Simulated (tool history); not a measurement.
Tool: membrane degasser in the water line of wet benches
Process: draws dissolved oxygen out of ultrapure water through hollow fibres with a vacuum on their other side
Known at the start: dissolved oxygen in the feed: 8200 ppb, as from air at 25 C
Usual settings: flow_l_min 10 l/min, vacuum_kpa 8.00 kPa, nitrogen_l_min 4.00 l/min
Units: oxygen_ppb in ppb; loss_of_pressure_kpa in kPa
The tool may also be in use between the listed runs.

run,hour,flow_l_min,vacuum_kpa,nitrogen_l_min,oxygen_ppb,loss_of_pressure_kpa
1,0.0,10,8.00,4.00,36.1,64.06
2,88.0,10,8.00,4.00,36.3,63.69
3,190.0,10,8.00,4.00,36.2,64.38
4,369.6,10,8.00,4.00,36.6,63.91
5,497.8,10,8.00,4.00,36.6,64.31
6,694.0,13,8.00,4.00,59.2,83.30
7,839.1,13,8.00,4.00,59.8,83.51
8,1014.3,10,8.00,4.00,36.9,64.03
9,1170.8,10,8.00,4.00,37.1,64.79
10,1265.1,7,8.00,4.00,23.7,45.48
11,1440.9,7,8.00,4.00,23.5,45.32
12,1626.5,7,8.00,4.00,23.7,45.28
13,1726.0,10,8.00,4.00,37.5,64.09
# hour 1833.8: seals of the vacuum lines changed
14,1856.1,10,8.00,4.00,36.2,64.70
# hour 1872.2: vacuum gauge calibrated
15,2055.6,10,8.00,4.00,36.7,64.90
# hour 2204.4: vacuum gauge calibrated, once more
16,2256.5,10,8.00,11.49,15.7,65.03
17,2449.8,10,19.27,4.26,99.8,65.15
18,2616.3,7,5.90,4.26,11.8,45.72
19,2814.8,7,5.90,4.26,11.9,45.97
20,2977.3,7,8.71,4.00,25.0,45.78
21,3181.4,8,10.60,4.00,39.0,52.29
22,3330.0,8,11.62,2.00,86.4,52.45
23,3493.8,10,5.48,4.00,20.1,65.94
24,3690.3,6,5.48,4.00,9.2,39.35
25,3852.1,10,17.24,4.00,95.5,66.02
26,4048.3,10,9.90,2.00,89.9,65.78
27,4194.7,7,15.43,3.75,60.4,46.17
28,4375.1,7,15.43,3.75,61.6,46.26
29,4482.6,7,15.43,3.75,60.2,46.12
30,4621.2,11,16.80,4.00,103.5,72.51
31,4779.7,6,16.90,1.69,127.5,39.91
32,4932.2,9,16.90,1.69,185.9,60.01

Forecast each of these 4 alternatives for the next run:
A,5038.9,9,17.24,1.69,?,?
B,5038.9,7,11.22,6.39,?,?
C,5038.9,8,12.38,9.35,?,?
D,5038.9,6,7.04,3.49,?,?

run,oxygen_ppb,loss_of_pressure_kpa
A,191.5,59.69
B,24.3,46.37
C,22.7,52.74
D,18.5,40.06
Without the tool's hidden state the same runs would have given:
run,oxygen_ppb,loss_of_pressure_kpa
A,181.3,55.19
B,22.3,42.89
C,20.6,48.77
D,16.9,37.08
